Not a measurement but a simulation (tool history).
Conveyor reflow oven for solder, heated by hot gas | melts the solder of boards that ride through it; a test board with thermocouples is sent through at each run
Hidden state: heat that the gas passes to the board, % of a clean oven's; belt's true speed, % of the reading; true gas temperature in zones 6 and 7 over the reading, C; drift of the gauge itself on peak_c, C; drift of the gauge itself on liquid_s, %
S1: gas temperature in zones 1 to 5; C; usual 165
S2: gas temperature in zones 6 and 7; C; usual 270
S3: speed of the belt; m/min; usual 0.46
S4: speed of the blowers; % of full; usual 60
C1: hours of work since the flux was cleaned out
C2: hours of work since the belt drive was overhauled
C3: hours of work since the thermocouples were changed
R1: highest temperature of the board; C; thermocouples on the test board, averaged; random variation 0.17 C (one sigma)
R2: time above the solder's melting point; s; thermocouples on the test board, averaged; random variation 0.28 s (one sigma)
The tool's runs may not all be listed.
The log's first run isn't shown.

Run 2, hour 81.6: usual settings; C1 69; C2 389; C3 389. Result: R1 247.1 C, R2 50.2 s.
Run 3, hour 153.9: usual settings; C1 98; C2 419; C3 419. Result: R1 247.1 C, R2 49.6 s.
Run 4, hour 218: usual settings; C1 125; C2 445; C3 445. Result: R1 247 C, R2 51 s.
Run 5, hour 302.2: usual settings; C1 159; C2 479; C3 479. Result: R1 247.2 C, R2 50.6 s.
Run 6, hour 350.6: usual settings; C1 178; C2 499; C3 499. Result: R1 247 C, R2 49.9 s.
Run 7, hour 409.8: usual settings; C1 203; C2 523; C3 523. Result: R1 246.8 C, R2 49.9 s.
Run 8, hour 493: usual settings; C1 236; C2 557; C3 557. Result: R1 246.8 C, R2 50.1 s.
Run 9, hour 544.9: usual settings; C1 257; C2 578; C3 578. Result: R1 247 C, R2 49.4 s.
Run 10, hour 620.1: usual settings; C1 288; C2 608; C3 608. Result: R1 247.3 C, R2 49.8 s.
Run 11, hour 690.2: usual settings; C1 316; C2 637; C3 637. Result: R1 246.6 C, R2 49.6 s.
Run 12, hour 745.3: usual settings but S4 68 % of full; C1 339; C2 659; C3 659. Result: R1 249.6 C, R2 52.3 s.
Run 13, hour 844.2: usual settings but S4 68 % of full; C1 379; C2 699; C3 699. Result: R1 249.4 C, R2 52.4 s.
Run 14, hour 892.3: usual settings but S4 68 % of full; C1 399; C2 719; C3 719. Result: R1 249.1 C, R2 52.5 s.
Run 15, hour 989: usual settings but S4 68 % of full; C1 438; C2 758; C3 758. Result: R1 248.8 C, R2 51.9 s.
At hour 1047.9: flux residue cleaned out of gas plates and filters.
Run 16, hour 1047.9: usual settings but S1 167 C, S4 52 % of full; C1 0; C2 780; C3 780. Result: R1 246.4 C, R2 49.6 s.
At hour 1055: thermocouples of zones 6 and 7 changed.
Run 17, hour 1104.5: usual settings but S1 167 C, S4 52 % of full; C1 22; C2 802; C3 20. Result: R1 243.4 C, R2 47.1 s.
Run 18, hour 1185.1: usual settings but S2 281 C, S4 65 % of full; C1 55; C2 835; C3 53. Result: R1 258.2 C, R2 60.2 s.
Run 19, hour 1266.3: usual settings but S1 156 C, S3 0.48 m/min; C1 88; C2 868; C3 86. Result: R1 243 C, R2 41.5 s.
Run 20, hour 1314.3: usual settings but S1 177 C, S2 285 C; C1 107; C2 888; C3 105. Result: R1 261.7 C, R2 66.2 s.
Run 21, hour 1399.3: usual settings but S1 167 C, S2 280 C, S3 0.505 m/min, S4 74 % of full; C1 142; C2 922; C3 140. Result: R1 256.4 C, R2 53.8 s.
Run 22, hour 1451.8: usual settings but S2 275 C, S3 0.491 m/min, S4 76 % of full; C1 163; C2 944; C3 161. Result: R1 253.6 C, R2 53.2 s.
Run 23, hour 1515.1: usual settings but S1 168 C, S2 275 C, S3 0.382 m/min, S4 85 % of full; C1 189; C2 969; C3 187. Result: R1 264.2 C, R2 80.7 s.
Run 24, hour 1578.8: usual settings but S1 176 C, S2 262 C, S3 0.403 m/min, S4 66 % of full; C1 215; C2 995; C3 213. Result: R1 248.1 C, R2 66 s.
Run 25, hour 1638.1: usual settings; C1 239; C2 1019; C3 237. Result: R1 246.5 C, R2 50.1 s.
Run 26, hour 1717.1: usual settings; C1 271; C2 1051; C3 269. Result: R1 246.3 C, R2 49.7 s.

The next listed run, before its measurement:
Run 27, hour 1816.4: usual settings but S3 0.373 m/min; C1 312; C2 1092; C3 310. Result: R1 ?, R2 ?.

Run 27 gave R1 253.7 C, R2 71.7 s.
Without the tool's hidden state the same run would have given R1 254.2 C, R2 70.6 s.

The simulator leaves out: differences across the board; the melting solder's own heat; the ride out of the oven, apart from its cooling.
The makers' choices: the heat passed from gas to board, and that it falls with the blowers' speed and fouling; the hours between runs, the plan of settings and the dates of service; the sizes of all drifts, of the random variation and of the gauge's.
